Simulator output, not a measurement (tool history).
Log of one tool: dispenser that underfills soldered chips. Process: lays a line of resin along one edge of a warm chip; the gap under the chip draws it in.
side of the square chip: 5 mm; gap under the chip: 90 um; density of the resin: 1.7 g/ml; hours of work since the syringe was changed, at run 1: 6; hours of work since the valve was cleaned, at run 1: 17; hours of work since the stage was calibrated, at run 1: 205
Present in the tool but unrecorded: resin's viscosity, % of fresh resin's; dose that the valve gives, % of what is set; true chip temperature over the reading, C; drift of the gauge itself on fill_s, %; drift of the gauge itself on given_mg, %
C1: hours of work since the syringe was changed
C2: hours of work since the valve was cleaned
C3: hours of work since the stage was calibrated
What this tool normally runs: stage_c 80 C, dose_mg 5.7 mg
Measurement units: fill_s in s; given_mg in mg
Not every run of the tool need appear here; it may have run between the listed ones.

run 1 hour=0 | stage_c=80 dose_mg=5.7 | C1=6 C2=17 C3=205 | fill_s=21.8 given_mg=5.62
-- hour=3 new syringe of resin
run 2 hour=3.9 | stage_c=80 dose_mg=5.7 | C1=1 C2=20 C3=207 | fill_s=18.7 given_mg=5.62
run 3 hour=9.9 | stage_c=80 dose_mg=5.7 | C1=5 C2=25 C3=212 | fill_s=21.4 given_mg=5.58
-- hour=12.9 new syringe of resin
run 4 hour=14 | stage_c=80 dose_mg=5.7 | C1=1 C2=27 C3=215 | fill_s=18.6 given_mg=5.6
run 5 hour=18.4 | stage_c=80 dose_mg=5.74 | C1=4 C2=31 C3=219 | fill_s=20.5 given_mg=5.62
-- hour=22.9 new syringe of resin
run 6 hour=24.3 | stage_c=82 dose_mg=5.74 | C1=1 C2=35 C3=223 | fill_s=17.4 given_mg=5.61
run 7 hour=31 | stage_c=80 dose_mg=6.8 | C1=6 C2=41 C3=228 | fill_s=21.7 given_mg=6.61
-- hour=33.2 new syringe of resin
run 8 hour=35.7 | stage_c=80 dose_mg=6.83 | C1=2 C2=44 C3=232 | fill_s=19.1 given_mg=6.63
run 9 hour=38.9 | stage_c=80 dose_mg=6.83 | C1=4 C2=47 C3=234 | fill_s=20.7 given_mg=6.63
-- hour=43.4 new syringe of resin
run 10 hour=45.2 | stage_c=80 dose_mg=6.83 | C1=1 C2=51 C3=239 | fill_s=18.2 given_mg=6.6
run 11 hour=50.8 | stage_c=80 dose_mg=6.83 | C1=6 C2=56 C3=243 | fill_s=21.1 given_mg=6.58
-- hour=53.7 new syringe of resin
run 12 hour=54.4 | stage_c=80 dose_mg=6.83 | C1=1 C2=58 C3=246 | fill_s=18.3 given_mg=6.57
-- hour=55.8 dispensing valve cleaned and set on the balance
run 13 hour=58.6 | stage_c=73 dose_mg=6.83 | C1=3 C2=2 C3=249 | fill_s=25.4 given_mg=6.83
run 14 hour=64.3 | stage_c=89 dose_mg=6.06 | C1=8 C2=7 C3=253 | fill_s=14.9 given_mg=6.05
-- hour=64.9 new syringe of resin
run 15 hour=69.6 | stage_c=89 dose_mg=6.06 | C1=4 C2=11 C3=257 | fill_s=13.8 given_mg=6.03
-- hour=74.8 new syringe of resin
run 16 hour=74.8 | stage_c=89 dose_mg=6.06 | C1=0 C2=15 C3=261 | fill_s=12.5 given_mg=6.03
run 17 hour=79.8 | stage_c=84 dose_mg=5.89 | C1=4 C2=18 C3=265 | fill_s=16.4 given_mg=5.85
-- hour=84.8 new syringe of resin
run 18 hour=85.4 | stage_c=74 dose_mg=5.26 | C1=0 C2=23 C3=269 | fill_s=24.9 given_mg=5.2
run 19 hour=91.5 | stage_c=84 dose_mg=5.7 | C1=5 C2=27 C3=274 | fill_s=18.1 given_mg=5.59
-- hour=94.7 new syringe of resin
run 20 hour=98.5 | stage_c=84 dose_mg=5.7 | C1=3 C2=33 C3=279 | fill_s=16.9 given_mg=5.6
-- hour=104.8 new syringe of resin
run 21 hour=105 | stage_c=65 dose_mg=5.51 | C1=0 C2=38 C3=284 | fill_s=37 given_mg=5.39
run 22 hour=108.8 | stage_c=75 dose_mg=5.12 | C1=3 C2=41 C3=287 | fill_s=26.5 given_mg=5.02
run 23 hour=113.5 | stage_c=90 dose_mg=5.28 | C1=7 C2=44 C3=291 | fill_s=14.4 given_mg=5.18
-- hour=115 new syringe of resin
run 24 hour=116.7 | stage_c=90 dose_mg=5.28 | C1=1 C2=47 C3=293 | fill_s=13.2 given_mg=5.15
run 25 hour=123.1 | stage_c=75 dose_mg=6.76 | C1=6 C2=52 C3=298 | fill_s=26.9 given_mg=6.56

Branching from run 25: 4 alternative next runs. What would each branch give?
-- hour=125.1 new syringe of resin
run A hour=128.1 | stage_c=68 dose_mg=5.7 | C1=2 C2=55 C3=302 | fill_s=? given_mg=?
-- hour=125.1 new syringe of resin
run B hour=128.1 | stage_c=75 dose_mg=6.64 | C1=2 C2=55 C3=302 | fill_s=? given_mg=?
-- hour=125.1 new syringe of resin
run C hour=128.1 | stage_c=80 dose_mg=5.41 | C1=2 C2=55 C3=302 | fill_s=? given_mg=?
-- hour=125.1 new syringe of resin
run D hour=128.1 | stage_c=90 dose_mg=5.33 | C1=2 C2=55 C3=302 | fill_s=? given_mg=?

run=A fill_s=34.2 given_mg=5.52
run=B fill_s=24 given_mg=6.45
run=C fill_s=20.5 given_mg=5.25
run=D fill_s=12.7 given_mg=5.16
What these runs would have given with no unlogged condition in the tool:
run=A fill_s=29.4 given_mg=5.71
run=B fill_s=20.7 given_mg=6.66
run=C fill_s=17.7 given_mg=5.42
run=D fill_s=10.9 given_mg=5.34

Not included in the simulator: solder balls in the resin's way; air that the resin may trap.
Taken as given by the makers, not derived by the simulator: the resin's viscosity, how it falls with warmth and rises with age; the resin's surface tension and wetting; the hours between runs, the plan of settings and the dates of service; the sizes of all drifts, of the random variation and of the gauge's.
